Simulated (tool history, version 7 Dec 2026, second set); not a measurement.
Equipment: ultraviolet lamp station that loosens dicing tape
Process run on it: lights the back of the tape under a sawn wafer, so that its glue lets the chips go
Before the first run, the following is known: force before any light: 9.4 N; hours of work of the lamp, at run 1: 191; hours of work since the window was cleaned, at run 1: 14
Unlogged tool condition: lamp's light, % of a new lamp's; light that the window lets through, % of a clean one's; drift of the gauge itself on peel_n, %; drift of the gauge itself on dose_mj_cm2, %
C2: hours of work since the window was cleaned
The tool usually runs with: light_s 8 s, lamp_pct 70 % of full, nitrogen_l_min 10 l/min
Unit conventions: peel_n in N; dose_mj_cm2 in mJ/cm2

Run 1, hour 0.0: usual settings; hours of work of the lamp 191; C2 14. Result: peel_n 1.070 N, dose_mj_cm2 468 mJ/cm2.
Run 2, hour 39.0: usual settings; hours of work of the lamp 207; C2 31. Result: peel_n 1.069 N, dose_mj_cm2 479 mJ/cm2.
Run 3, hour 105.4: usual settings; hours of work of the lamp 235; C2 59. Result: peel_n 1.087 N, dose_mj_cm2 474 mJ/cm2.
Run 4, hour 141.8: usual settings; hours of work of the lamp 251; C2 74. Result: peel_n 1.062 N, dose_mj_cm2 471 mJ/cm2.
Run 5, hour 212.2: usual settings; hours of work of the lamp 281; C2 104. Result: peel_n 1.096 N, dose_mj_cm2 475 mJ/cm2.
Run 6, hour 259.0: usual settings; hours of work of the lamp 301; C2 124. Result: peel_n 1.102 N, dose_mj_cm2 478 mJ/cm2.
Run 7, hour 331.4: usual settings; hours of work of the lamp 332; C2 155. Result: peel_n 1.083 N, dose_mj_cm2 477 mJ/cm2.
Run 8, hour 371.4: usual settings but lamp_pct 77 % of full; hours of work of the lamp 349; C2 172. Result: peel_n 0.902 N, dose_mj_cm2 528 mJ/cm2.
Run 9, hour 419.8: usual settings but lamp_pct 77 % of full; hours of work of the lamp 369; C2 193. Result: peel_n 0.907 N, dose_mj_cm2 523 mJ/cm2.
Run 10, hour 482.7: usual settings but lamp_pct 77 % of full; hours of work of the lamp 396; C2 219. Result: peel_n 0.906 N, dose_mj_cm2 525 mJ/cm2.
Run 11, hour 555.8: usual settings but lamp_pct 77 % of full; hours of work of the lamp 427; C2 251. Result: peel_n 0.892 N, dose_mj_cm2 516 mJ/cm2.
Run 12, hour 590.7: usual settings but lamp_pct 77 % of full; hours of work of the lamp 442; C2 266. Result: peel_n 0.876 N, dose_mj_cm2 529 mJ/cm2.
Run 13, hour 630.8: usual settings but lamp_pct 82 % of full, nitrogen_l_min 15 l/min; hours of work of the lamp 459; C2 283. Result: peel_n 0.555 N, dose_mj_cm2 554 mJ/cm2.
At hour 641.9: window cleaned of glue's vapour.
Run 14, hour 683.2: usual settings but lamp_pct 82 % of full, nitrogen_l_min 15 l/min; hours of work of the lamp 481; C2 18. Result: peel_n 0.568 N, dose_mj_cm2 556 mJ/cm2.
Run 15, hour 746.4: usual settings but lamp_pct 82 % of full, nitrogen_l_min 15 l/min; hours of work of the lamp 508; C2 44. Result: peel_n 0.558 N, dose_mj_cm2 556 mJ/cm2.
Run 16, hour 790.5: usual settings but lamp_pct 82 % of full, nitrogen_l_min 15 l/min; hours of work of the lamp 527; C2 63. Result: peel_n 0.566 N, dose_mj_cm2 553 mJ/cm2.
Run 17, hour 846.1: usual settings but light_s 6 s; hours of work of the lamp 551; C2 87. Result: peel_n 1.896 N, dose_mj_cm2 359 mJ/cm2.
Run 18, hour 909.4: usual settings but light_s 6 s; hours of work of the lamp 578; C2 114. Result: peel_n 1.843 N, dose_mj_cm2 359 mJ/cm2.
Run 19, hour 967.5: usual settings but light_s 7 s, nitrogen_l_min 9 l/min; hours of work of the lamp 603; C2 139. Result: peel_n 1.530 N, dose_mj_cm2 416 mJ/cm2.

Below are 5 alternative next runs, each starting from the tool's condition after run 19. Predict each:
Run A, hour 1000.4: usual settings but lamp_pct 81 % of full; hours of work of the lamp 617; C2 153. Result: peel_n ?, dose_mj_cm2 ?.
Run B, hour 1000.4: usual settings but light_s 10 s, lamp_pct 74 % of full, nitrogen_l_min 8 l/min; hours of work of the lamp 617; C2 153. Result: peel_n ?, dose_mj_cm2 ?.
Run C, hour 1000.4: usual settings but nitrogen_l_min 16 l/min; hours of work of the lamp 617; C2 153. Result: peel_n ?, dose_mj_cm2 ?.
Run D, hour 1000.4: usual settings but lamp_pct 89 % of full, nitrogen_l_min 20 l/min; hours of work of the lamp 617; C2 153. Result: peel_n ?, dose_mj_cm2 ?.
Run E, hour 1000.4: usual settings but light_s 7 s, lamp_pct 89 % of full, nitrogen_l_min 9 l/min; hours of work of the lamp 617; C2 153. Result: peel_n ?, dose_mj_cm2 ?.

run  peel_n  dose_mj_cm2
  A   0.780          548
  B   0.710          625
  C   0.776          475
  D   0.348          600
  E   0.937          532
With no hidden state in the tool, these same runs would have given:
run  peel_n  dose_mj_cm2
  A   0.777          549
  B   0.707          626
  C   0.773          476
  D   0.346          600
  E   0.934          533
